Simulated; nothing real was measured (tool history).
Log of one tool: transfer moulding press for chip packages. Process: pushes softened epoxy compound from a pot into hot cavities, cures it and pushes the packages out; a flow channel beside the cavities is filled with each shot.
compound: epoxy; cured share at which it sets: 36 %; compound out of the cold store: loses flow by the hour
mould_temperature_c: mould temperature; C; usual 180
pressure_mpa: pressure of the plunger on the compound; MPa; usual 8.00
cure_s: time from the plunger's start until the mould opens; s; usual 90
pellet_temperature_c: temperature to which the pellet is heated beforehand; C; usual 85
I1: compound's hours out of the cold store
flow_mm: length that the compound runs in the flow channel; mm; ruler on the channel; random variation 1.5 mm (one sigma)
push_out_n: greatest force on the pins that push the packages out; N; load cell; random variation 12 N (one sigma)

run 1 day=0.000 | mould_temperature_c=180 pressure_mpa=8.00 cure_s=90 pellet_temperature_c=85 | I1=29.2 | flow_mm=541 push_out_n=658
run 2 day=0.592 | mould_temperature_c=180 pressure_mpa=8.00 cure_s=90 pellet_temperature_c=85 | I1=45.5 | flow_mm=500 push_out_n=680
run 3 day=1.329 | mould_temperature_c=173 pressure_mpa=8.00 cure_s=90 pellet_temperature_c=85 | I1=40.5 | flow_mm=532 push_out_n=1222
run 4 day=1.900 | mould_temperature_c=187 pressure_mpa=8.00 cure_s=90 pellet_temperature_c=85 | I1=12.2 | flow_mm=560 push_out_n=568
-- day=2.229 cavities cleaned with cleaning compound and waxed
run 5 day=2.638 | mould_temperature_c=187 pressure_mpa=8.00 cure_s=90 pellet_temperature_c=87 | I1=24.4 | flow_mm=526 push_out_n=660
run 6 day=3.404 | mould_temperature_c=180 pressure_mpa=8.00 cure_s=90 pellet_temperature_c=85 | I1=27.3 | flow_mm=540 push_out_n=928
run 7 day=3.862 | mould_temperature_c=180 pressure_mpa=8.00 cure_s=90 pellet_temperature_c=85 | I1=9.3 | flow_mm=587 push_out_n=996
run 8 day=4.362 | mould_temperature_c=180 pressure_mpa=8.00 cure_s=90 pellet_temperature_c=85 | I1=30.2 | flow_mm=529 push_out_n=943
-- day=4.517 plunger's sealing rings changed
-- day=4.858 cavities cleaned with cleaning compound and waxed, once more
run 9 day=5.462 | mould_temperature_c=180 pressure_mpa=8.00 cure_s=90 pellet_temperature_c=85 | I1=29.8 | flow_mm=553 push_out_n=656
run 10 day=6.038 | mould_temperature_c=180 pressure_mpa=8.00 cure_s=90 pellet_temperature_c=85 | I1=19.2 | flow_mm=583 push_out_n=701
run 11 day=6.900 | mould_temperature_c=180 pressure_mpa=8.00 cure_s=90 pellet_temperature_c=85 | I1=25.9 | flow_mm=564 push_out_n=760
-- day=7.638 cavities cleaned with cleaning compound and waxed
run 12 day=7.917 | mould_temperature_c=180 pressure_mpa=8.00 cure_s=90 pellet_temperature_c=85 | I1=40.7 | flow_mm=524 push_out_n=598
run 13 day=8.912 | mould_temperature_c=180 pressure_mpa=8.00 cure_s=90 pellet_temperature_c=85 | I1=41.9 | flow_mm=521 push_out_n=681
run 14 day=9.383 | mould_temperature_c=180 pressure_mpa=8.00 cure_s=90 pellet_temperature_c=85 | I1=17.0 | flow_mm=584 push_out_n=760
run 15 day=10.138 | mould_temperature_c=180 pressure_mpa=8.00 cure_s=90 pellet_temperature_c=85 | I1=46.5 | flow_mm=509 push_out_n=750
-- day=10.417 cavities cleaned with cleaning compound and waxed
run 16 day=11.179 | mould_temperature_c=180 pressure_mpa=8.00 cure_s=90 pellet_temperature_c=85 | I1=14.8 | flow_mm=588 push_out_n=714
run 17 day=11.854 | mould_temperature_c=177 pressure_mpa=9.70 cure_s=124 pellet_temperature_c=81 | I1=45.8 | flow_mm=570 push_out_n=510
run 18 day=12.679 | mould_temperature_c=177 pressure_mpa=9.70 cure_s=124 pellet_temperature_c=81 | I1=10.9 | flow_mm=674 push_out_n=580
-- day=13.217 cavities cleaned with cleaning compound and waxed
run 19 day=13.662 | mould_temperature_c=187 pressure_mpa=9.70 cure_s=125 pellet_temperature_c=76 | I1=26.6 | flow_mm=589 push_out_n=451
run 20 day=14.167 | mould_temperature_c=187 pressure_mpa=7.74 cure_s=125 pellet_temperature_c=76 | I1=11.5 | flow_mm=563 push_out_n=476
run 21 day=14.575 | mould_temperature_c=177 pressure_mpa=6.95 cure_s=90 pellet_temperature_c=88 | I1=47.5 | flow_mm=475 push_out_n=841
run 22 day=15.388 | mould_temperature_c=185 pressure_mpa=6.15 cure_s=112 pellet_temperature_c=93 | I1=13.6 | flow_mm=498 push_out_n=517
-- day=16.033 cavities cleaned with cleaning compound and waxed
run 23 day=16.446 | mould_temperature_c=180 pressure_mpa=6.73 cure_s=74 pellet_temperature_c=75 | I1=40.8 | flow_mm=473 push_out_n=1080
run 24 day=16.858 | mould_temperature_c=186 pressure_mpa=8.48 cure_s=87 pellet_temperature_c=79 | I1=12.1 | flow_mm=587 push_out_n=560
run 25 day=17.562 | mould_temperature_c=184 pressure_mpa=7.37 cure_s=90 pellet_temperature_c=85 | I1=44.7 | flow_mm=474 push_out_n=560
run 26 day=18.092 | mould_temperature_c=186 pressure_mpa=7.02 cure_s=92 pellet_temperature_c=79 | I1=47.1 | flow_mm=455 push_out_n=547
-- day=18.800 cavities cleaned with cleaning compound and waxed
run 27 day=19.129 | mould_temperature_c=180 pressure_mpa=8.00 cure_s=90 pellet_temperature_c=95 | I1=37.3 | flow_mm=520 push_out_n=604
run 28 day=19.771 | mould_temperature_c=180 pressure_mpa=8.00 cure_s=90 pellet_temperature_c=95 | I1=18.0 | flow_mm=565 push_out_n=705

Measured less the same run without the tool's hidden state. The same run-to-run variation is in both; the gauge's scatter may not be:
The hidden state here: true mould temperature over the reading, C; pressure that reaches the compound, % of what is set; grip of the stained cavities, % over clean ones'; drift of the gauge itself on flow_mm, %; drift of the gauge itself on push_out_n, %.
run=1 flow_mm=-19 push_out_n=+50
run=2 flow_mm=-18 push_out_n=+94
run=3 flow_mm=-21 push_out_n=+236
run=4 flow_mm=-23 push_out_n=+128
run=5 flow_mm=-22 push_out_n=+219
run=6 flow_mm=-24 push_out_n=+320
run=7 flow_mm=-27 push_out_n=+348
run=8 flow_mm=-25 push_out_n=+336
run=9 flow_mm=-2 push_out_n=+62
run=10 flow_mm=-3 push_out_n=+106
run=11 flow_mm=-4 push_out_n=+158
run=12 flow_mm=-5 push_out_n=+33
run=13 flow_mm=-6 push_out_n=+107
run=14 flow_mm=-7 push_out_n=+146
run=15 flow_mm=-7 push_out_n=+176
run=16 flow_mm=-9 push_out_n=+89
run=17 flow_mm=-10 push_out_n=+87
run=18 flow_mm=-13 push_out_n=+129
run=19 flow_mm=-13 push_out_n=+45
run=20 flow_mm=-13 push_out_n=+69
run=21 flow_mm=-11 push_out_n=+161
run=22 flow_mm=-13 push_out_n=+115
run=23 flow_mm=-13 push_out_n=+114
run=24 flow_mm=-17 push_out_n=+77
run=25 flow_mm=-14 push_out_n=+106
run=26 flow_mm=-14 push_out_n=+119
run=27 flow_mm=-18 push_out_n=+44
run=28 flow_mm=-20 push_out_n=+104
